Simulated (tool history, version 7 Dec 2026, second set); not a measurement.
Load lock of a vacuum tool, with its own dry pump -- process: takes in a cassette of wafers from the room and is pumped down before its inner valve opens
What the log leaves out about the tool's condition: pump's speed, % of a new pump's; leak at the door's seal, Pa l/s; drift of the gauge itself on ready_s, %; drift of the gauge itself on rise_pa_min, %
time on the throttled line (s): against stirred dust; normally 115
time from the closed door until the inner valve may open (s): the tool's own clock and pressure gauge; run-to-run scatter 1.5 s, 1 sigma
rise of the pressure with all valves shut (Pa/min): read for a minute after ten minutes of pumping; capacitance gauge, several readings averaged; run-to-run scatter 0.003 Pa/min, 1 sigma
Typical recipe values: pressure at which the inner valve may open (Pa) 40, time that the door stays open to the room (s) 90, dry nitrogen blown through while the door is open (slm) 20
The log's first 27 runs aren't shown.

run,day,time on the throttled line (s),pressure at which the inner valve may open (Pa),time that the door stays open to the room (s),dry nitrogen blown through while the door is open (slm),hours that the pump has run since its overhaul,times that the door has closed on its seal,"incoming humidity of the room's air, %",time from the closed door until the inner valve may open (s),rise of the pressure with all valves shut (Pa/min)
28,430.846,77,67,140,5,9603,32594,47.7,220.1,0.183
29,452.271,115,53,90,39,10117,33796,46.9,251.6,0.157
30,473.733,115,40,90,20,10632,34999,44.3,257.4,0.175
31,493.833,115,40,90,20,11114,36127,47.9,257.8,0.179
32,516.279,149,40,72,20,11653,37386,43.2,284.2,0.181
33,532.338,92,40,72,10,12038,38286,45.9,243.8,0.195
34,552.671,91,33,72,10,12526,39427,46.5,248.2,0.201
35,573.267,107,40,124,20,13021,40582,46.9,258.7,0.216
36,588.108,107,63,28,20,13377,41414,44.2,245.4,0.199
37,601.496,172,40,105,20,13698,42165,43.4,302.7,0.220
38,614.496,115,40,138,26,14010,42894,44.7,261.1,0.226

Predict each of these 3 candidate next runs independently; none follows another, all start after run 38:
A,623.679,115,62,138,6,14231,43409,44.3,?,?
B,623.679,190,37,90,34,14231,43409,49.0,?,?
C,623.679,115,52,138,11,14231,43409,44.3,?,?

run,time from the closed door until the inner valve may open (s),rise of the pressure with all valves shut (Pa/min)
A,255.2,0.255
B,318.8,0.223
C,260.7,0.244
The same runs, with their run-to-run variation unchanged, on a tool lacking any hidden condition would have given:
run,time from the closed door until the inner valve may open (s),rise of the pressure with all valves shut (Pa/min)
A,237.3,0.056
B,302.2,0.026
C,242.1,0.046
